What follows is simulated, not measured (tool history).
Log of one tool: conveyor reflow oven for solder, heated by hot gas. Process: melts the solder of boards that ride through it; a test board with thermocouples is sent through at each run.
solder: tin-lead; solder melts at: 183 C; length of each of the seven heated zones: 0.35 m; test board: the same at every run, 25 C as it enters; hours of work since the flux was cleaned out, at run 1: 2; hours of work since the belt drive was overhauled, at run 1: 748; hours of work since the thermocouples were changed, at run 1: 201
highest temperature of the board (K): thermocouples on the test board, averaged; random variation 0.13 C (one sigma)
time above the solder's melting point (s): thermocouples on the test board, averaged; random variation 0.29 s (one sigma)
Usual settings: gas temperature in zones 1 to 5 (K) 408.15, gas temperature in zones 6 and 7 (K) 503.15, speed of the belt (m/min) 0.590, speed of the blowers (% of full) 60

run	hour	gas temperature in zones 1 to 5 (K)	gas temperature in zones 6 and 7 (K)	speed of the belt (m/min)	speed of the blowers (% of full)	hours of work since the flux was cleaned out	hours of work since the belt drive was overhauled	hours of work since the thermocouples were changed	highest temperature of the board (K)	time above the solder's melting point (s)
1	0.0	408.15	503.15	0.590	60	2	748	201	483.75	47.7
2	61.5	408.15	503.15	0.590	60	32	777	230	484.15	47.6
3	107.6	408.15	503.15	0.590	89	54	800	253	490.85	54.5
4	177.1	408.15	503.15	0.590	89	88	833	286	490.75	54.6
5	251.8	408.15	503.15	0.590	89	124	869	322	490.85	54.8
6	294.9	408.15	503.15	0.590	89	144	890	343	490.85	54.7
7	363.6	408.15	493.15	0.590	89	178	923	376	481.55	47.7
8	434.2	408.15	493.15	0.590	89	212	957	410	481.65	47.2
9	516.1	408.15	493.15	0.590	89	251	997	450	481.95	47.5
10	570.8	408.15	493.15	0.590	89	278	1023	476	481.75	47.9
11	635.2	408.15	493.15	0.590	89	309	1054	507	481.65	47.8
12	717.5	408.15	493.15	0.590	89	348	1094	547	481.45	47.9
13	786.3	408.15	493.15	0.590	89	382	1127	580	481.75	47.8
14	844.5	408.15	493.15	0.590	89	410	1155	608	481.75	47.8
15	910.8	408.15	503.15	0.590	60	442	1188	640	483.95	47.3
16	962.1	408.15	503.15	0.590	60	467	1212	665	483.65	48.0
# hour 993.7: flux residue cleaned out of gas plates and filters
17	1003.1	409.15	506.15	0.590	60	5	1230	682	487.55	51.6
18	1078.8	409.15	506.15	0.590	60	41	1266	719	487.55	52.0
19	1128.1	409.15	506.15	0.590	60	65	1290	743	487.45	51.4
# hour 1175.0: thermocouples of zones 6 and 7 changed
20	1215.5	396.15	507.15	0.655	60	106	1331	20	479.35	35.8
21	1296.7	396.15	507.15	0.655	60	145	1370	59	479.35	35.3
22	1350.5	408.15	501.15	0.590	57	171	1396	85	480.45	44.3
23	1419.4	408.15	503.15	0.590	88	205	1430	118	489.35	54.3
24	1496.1	402.15	498.15	0.515	68	242	1467	155	483.85	55.2
25	1570.8	394.15	510.15	0.519	58	278	1503	191	490.15	57.2
26	1614.0	408.15	491.15	0.677	60	299	1524	212	468.05	23.9
27	1692.7	404.15	491.15	0.677	60	337	1562	250	466.95	21.6
28	1751.6	400.15	507.15	0.514	55	365	1590	278	487.85	57.1

The next listed run, before its measurement:
29	1791.9	422.15	503.15	0.588	68	384	1610	298	?	?

Run 29 gave highest temperature of the board (K) 487.65, time above the solder's melting point (s) 57.9.
Without the tool's hidden state the same run would have given highest temperature of the board (K) 487.75, time above the solder's melting point (s) 55.5.
